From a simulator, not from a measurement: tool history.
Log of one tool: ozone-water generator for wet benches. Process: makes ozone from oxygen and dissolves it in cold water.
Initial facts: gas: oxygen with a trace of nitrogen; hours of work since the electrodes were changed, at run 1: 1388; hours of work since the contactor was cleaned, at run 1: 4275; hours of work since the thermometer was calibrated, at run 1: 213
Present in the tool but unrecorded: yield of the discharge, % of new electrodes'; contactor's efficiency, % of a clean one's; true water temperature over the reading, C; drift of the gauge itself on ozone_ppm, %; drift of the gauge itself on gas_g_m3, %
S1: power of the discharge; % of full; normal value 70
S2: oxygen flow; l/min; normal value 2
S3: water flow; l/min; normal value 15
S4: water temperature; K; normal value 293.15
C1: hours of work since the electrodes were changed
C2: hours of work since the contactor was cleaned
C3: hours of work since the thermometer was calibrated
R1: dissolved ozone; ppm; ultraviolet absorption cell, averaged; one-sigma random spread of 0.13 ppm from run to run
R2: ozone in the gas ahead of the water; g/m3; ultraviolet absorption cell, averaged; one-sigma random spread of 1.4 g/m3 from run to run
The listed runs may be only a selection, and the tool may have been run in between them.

Run 1, hour 0.0: usual settings; C1 1388; C2 4275; C3 213. Result: R1 12.5 ppm, R2 247.9 g/m3.
Run 2, hour 53.0: usual settings; C1 1423; C2 4310; C3 248. Result: R1 12.3 ppm, R2 246.3 g/m3.
Run 3, hour 145.1: usual settings; C1 1484; C2 4370; C3 309. Result: R1 12.3 ppm, R2 246.2 g/m3.
Run 4, hour 255.0: usual settings; C1 1556; C2 4443; C3 381. Result: R1 12.3 ppm, R2 244.4 g/m3.
Run 5, hour 328.6: usual settings; C1 1605; C2 4491; C3 430. Result: R1 12.2 ppm, R2 244.8 g/m3.
Run 6, hour 407.6: usual settings; C1 1657; C2 4544; C3 482. Result: R1 12.1 ppm, R2 246.1 g/m3.
Run 7, hour 497.2: usual settings; C1 1716; C2 4603; C3 541. Result: R1 12.1 ppm, R2 241.2 g/m3.
Run 8, hour 590.9: usual settings; C1 1778; C2 4664; C3 603. Result: R1 12.0 ppm, R2 241.7 g/m3.
Run 9, hour 704.5: usual settings; C1 1853; C2 4739; C3 678. Result: R1 11.9 ppm, R2 242.3 g/m3.
At hour 712.4: water thermometer calibrated.
Run 10, hour 816.4: usual settings; C1 1926; C2 4813; C3 69. Result: R1 12.0 ppm, R2 242.3 g/m3.
Run 11, hour 915.6: usual settings; C1 1992; C2 4878; C3 134. Result: R1 11.9 ppm, R2 239.6 g/m3.
Run 12, hour 1015.3: usual settings but S1 67 % of full; C1 2057; C2 4944; C3 200. Result: R1 11.5 ppm, R2 233.3 g/m3.
Run 13, hour 1095.5: usual settings but S1 74 % of full; C1 2110; C2 4997; C3 253. Result: R1 12.5 ppm, R2 253.0 g/m3.

Run 14, settings as shown, results not yet in. Your forecast:
Run 14, hour 1167.8: usual settings but S1 74 % of full; C1 2158; C2 5045; C3 300. Result: R1 ?, R2 ?.

R1: 12.6 ppm
R2: 249.2 g/m3
With no hidden state in the tool, this same run would have given R1 14.0 ppm, R2 263.8 g/m3.
